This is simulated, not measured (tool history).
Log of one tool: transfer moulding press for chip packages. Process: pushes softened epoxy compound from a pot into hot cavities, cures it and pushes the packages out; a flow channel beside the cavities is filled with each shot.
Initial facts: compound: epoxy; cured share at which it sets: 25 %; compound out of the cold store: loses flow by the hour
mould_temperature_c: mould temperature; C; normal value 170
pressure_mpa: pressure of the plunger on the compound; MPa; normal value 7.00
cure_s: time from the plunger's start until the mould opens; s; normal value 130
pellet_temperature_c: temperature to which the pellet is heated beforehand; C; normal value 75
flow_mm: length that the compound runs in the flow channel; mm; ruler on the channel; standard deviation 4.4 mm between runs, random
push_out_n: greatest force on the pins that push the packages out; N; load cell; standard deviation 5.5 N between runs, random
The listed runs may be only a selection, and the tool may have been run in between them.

| run | hour | mould_temperature_c | pressure_mpa | cure_s | pellet_temperature_c | incoming compound's hours out of the cold store | flow_mm | push_out_n |
|---|---|---|---|---|---|---|---|---|
| 1 | 0.0 | 170 | 7.00 | 130 | 75 | 24.9 | 544 | 197 |
| 2 | 9.0 | 170 | 7.00 | 156 | 75 | 34.8 | 517 | 191 |
| 3 | 15.5 | 170 | 7.00 | 130 | 66 | 8.1 | 578 | 206 |
| 4 | 23.6 | 170 | 7.00 | 130 | 75 | 29.4 | 527 | 229 |
| 5 | 32.0 | 170 | 7.00 | 130 | 75 | 35.7 | 512 | 238 |
| 6 | 40.4 | 170 | 7.00 | 130 | 75 | 19.4 | 553 | 248 |
| 7 | 49.9 | 170 | 7.00 | 130 | 75 | 43.7 | 495 | 244 |
| 8 | 59.0 | 170 | 7.00 | 130 | 75 | 39.3 | 496 | 252 |
| 9 | 63.2 | 170 | 7.00 | 130 | 75 | 19.7 | 547 | 263 |
| 10 | 67.9 | 170 | 7.00 | 130 | 75 | 35.1 | 510 | 273 |
| 11 | 74.7 | 170 | 6.83 | 130 | 75 | 15.9 | 543 | 271 |
| 12 | 81.0 | 170 | 7.00 | 130 | 75 | 46.2 | 486 | 278 |
| 13 | 88.6 | 170 | 7.00 | 130 | 75 | 33.3 | 513 | 281 |
| 14 | 97.5 | 170 | 7.00 | 148 | 75 | 40.0 | 487 | 261 |
| 15 | 105.9 | 170 | 7.00 | 112 | 75 | 16.5 | 555 | 369 |
| 16 | 112.7 | 170 | 7.00 | 112 | 75 | 42.0 | 495 | 358 |
|  | 120.0 | cavities cleaned with cleaning compound and waxed |
| 17 | 121.3 | 170 | 7.37 | 130 | 74 | 24.0 | 543 | 197 |
| 18 | 131.4 | 170 | 7.37 | 130 | 74 | 16.8 | 562 | 212 |

Run 19 has not been measured yet. What should we expect?
| 19 | 140.1 | 170 | 7.37 | 130 | 74 | 13.1 | ? | ? |

{"run 19": {"flow_mm": 576, "push_out_n": 210}}
On a tool with no hidden condition, and with the same random variation, this run would have come out at flow_mm 632 mm, push_out_n 181 N.

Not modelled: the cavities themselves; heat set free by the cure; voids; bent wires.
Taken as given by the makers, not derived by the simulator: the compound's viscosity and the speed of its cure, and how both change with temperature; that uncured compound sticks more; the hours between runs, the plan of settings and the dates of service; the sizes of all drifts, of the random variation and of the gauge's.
